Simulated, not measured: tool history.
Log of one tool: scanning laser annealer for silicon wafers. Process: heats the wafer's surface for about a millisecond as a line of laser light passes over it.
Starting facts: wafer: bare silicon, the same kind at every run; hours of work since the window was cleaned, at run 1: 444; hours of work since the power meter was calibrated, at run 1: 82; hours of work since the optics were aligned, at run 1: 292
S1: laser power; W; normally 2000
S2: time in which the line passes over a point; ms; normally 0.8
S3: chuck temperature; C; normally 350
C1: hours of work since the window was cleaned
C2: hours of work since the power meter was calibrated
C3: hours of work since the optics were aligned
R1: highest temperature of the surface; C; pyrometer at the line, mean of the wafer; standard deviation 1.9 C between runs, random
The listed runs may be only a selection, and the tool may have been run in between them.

run	hour	S1	S2	S3	C1	C2	C3	R1
1	0	2000	0.8	350	444	82	292	1065
2	8.3	2000	0.8	350	448	86	295	1065
3	26.5	2000	0.8	350	455	94	303	1062
4	43.6	2000	0.8	350	463	101	310	1064
5	55.8	2000	0.8	319	468	106	315	1034
6	64.6	2000	0.8	319	471	110	319	1036
7	80.6	2000	0.8	319	478	117	326	1032
8	98.2	2000	0.8	319	486	124	333	1034
9	107.4	2000	0.8	319	490	128	337	1031
10	123.6	2000	0.756	319	497	135	344	1010
11	136.7	1740	0.8	350	502	140	350	957
12	153.3	1740	0.602	374	509	147	357	890
13	173.3	1740	0.602	374	518	156	365	889
# hour 179.8: optics aligned, line set to its width
14	188.2	2188	0.985	356	522	160	4	1241
15	197	1764	0.975	317	526	164	7	1004
16	216.4	1764	0.975	317	534	172	16	1009
17	230.6	1764	0.975	325	540	178	22	1013
18	249.3	2132	0.663	325	548	186	29	1010
# hour 257.7: optics aligned, line set to its width, once more
19	274.7	2067	0.562	311	556	195	7	909
20	288.7	2200	0.8	353	562	201	13	1146
21	299.8	2120	0.592	330	567	205	18	970

4 ways to go on from here, each from the tool as it stands after run 21. What would each give?
A	314.3	1927	0.695	373	573	212	24	?
B	314.3	1815	0.628	338	573	212	24	?
C	314.3	1914	0.895	377	573	212	24	?
D	314.3	1831	0.8	389	573	212	24	?

run	R1
A	999
B	892
C	1094
D	1031
Had the tool no hidden state, the same runs would have come out as:
run	R1
A	1030
B	919
C	1129
D	1063

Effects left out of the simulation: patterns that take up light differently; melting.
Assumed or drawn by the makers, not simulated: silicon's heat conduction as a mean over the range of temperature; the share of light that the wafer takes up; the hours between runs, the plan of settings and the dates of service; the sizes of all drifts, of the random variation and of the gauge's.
